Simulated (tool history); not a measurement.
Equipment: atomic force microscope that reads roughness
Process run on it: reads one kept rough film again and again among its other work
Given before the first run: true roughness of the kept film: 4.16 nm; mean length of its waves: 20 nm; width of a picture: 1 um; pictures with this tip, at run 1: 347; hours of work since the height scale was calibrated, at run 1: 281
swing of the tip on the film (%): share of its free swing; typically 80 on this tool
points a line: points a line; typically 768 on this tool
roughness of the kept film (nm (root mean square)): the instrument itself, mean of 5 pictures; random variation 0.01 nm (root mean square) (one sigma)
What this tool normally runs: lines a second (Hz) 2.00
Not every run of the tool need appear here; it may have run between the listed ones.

| run | hour | lines a second (Hz) | swing of the tip on the film (%) | points a line | pictures with this tip | hours of work since the height scale was calibrated | roughness of the kept film (nm (root mean square)) |
|---|---|---|---|---|---|---|---|
| 1 | 0.0 | 2.00 | 80 | 768 | 347 | 281 | 1.756 |
| 2 | 7.1 | 2.00 | 80 | 768 | 361 | 286 | 1.743 |
|  | 14.6 | new tip fitted |
| 3 | 14.6 | 2.00 | 80 | 768 | 0 | 292 | 2.376 |
| 4 | 22.1 | 2.00 | 80 | 768 | 14 | 298 | 2.347 |
| 5 | 31.2 | 2.00 | 80 | 768 | 32 | 305 | 2.313 |
| 6 | 39.3 | 2.00 | 80 | 768 | 47 | 311 | 2.259 |
| 7 | 49.3 | 2.00 | 80 | 768 | 66 | 319 | 2.218 |
| 8 | 57.7 | 2.33 | 80 | 768 | 82 | 325 | 2.125 |
| 9 | 68.5 | 2.33 | 80 | 768 | 103 | 334 | 2.074 |
| 10 | 78.9 | 2.33 | 80 | 768 | 123 | 342 | 2.042 |
| 11 | 89.4 | 2.33 | 80 | 768 | 142 | 350 | 1.987 |
| 12 | 101.4 | 2.00 | 80 | 768 | 165 | 360 | 2.003 |
| 13 | 109.8 | 2.00 | 80 | 768 | 181 | 366 | 1.969 |
| 14 | 123.6 | 2.00 | 80 | 768 | 208 | 377 | 1.920 |
| 15 | 130.8 | 2.00 | 80 | 768 | 221 | 383 | 1.910 |
| 16 | 143.0 | 2.00 | 80 | 768 | 244 | 392 | 1.862 |
| 17 | 157.8 | 2.00 | 80 | 768 | 273 | 404 | 1.810 |
| 18 | 174.5 | 0.92 | 68 | 367 | 305 | 417 | 1.987 |
| 19 | 188.8 | 3.01 | 63 | 346 | 332 | 428 | 1.824 |
| 20 | 198.5 | 3.01 | 63 | 346 | 350 | 436 | 1.785 |
|  | 212.2 | new tip fitted |
| 21 | 214.7 | 2.94 | 57 | 440 | 5 | 448 | 2.603 |
| 22 | 231.5 | 2.94 | 57 | 440 | 37 | 462 | 2.513 |
| 23 | 238.5 | 2.00 | 71 | 768 | 50 | 467 | 2.386 |
| 24 | 249.0 | 0.74 | 61 | 457 | 70 | 475 | 2.549 |
| 25 | 261.5 | 1.04 | 60 | 768 | 94 | 485 | 2.502 |

Forecast each of these 5 alternatives for the next run:
| A | 278.5 | 0.57 | 79 | 962 | 126 | 498 | ? |
| B | 278.5 | 1.07 | 60 | 768 | 126 | 498 | ? |
| C | 278.5 | 1.04 | 81 | 580 | 126 | 498 | ? |
| D | 278.5 | 3.42 | 89 | 411 | 126 | 498 | ? |
| E | 278.5 | 2.00 | 86 | 768 | 126 | 498 | ? |

| run | roughness of the kept film (nm (root mean square)) |
|---|---|
| A | 2.371 |
| B | 2.397 |
| C | 2.216 |
| D | 1.577 |
| E | 1.928 |
With no hidden state in the tool, these same runs would have given:
| run | roughness of the kept film (nm (root mean square)) |
|---|---|
| A | 2.804 |
| B | 2.834 |
| C | 2.621 |
| D | 1.865 |
| E | 2.282 |

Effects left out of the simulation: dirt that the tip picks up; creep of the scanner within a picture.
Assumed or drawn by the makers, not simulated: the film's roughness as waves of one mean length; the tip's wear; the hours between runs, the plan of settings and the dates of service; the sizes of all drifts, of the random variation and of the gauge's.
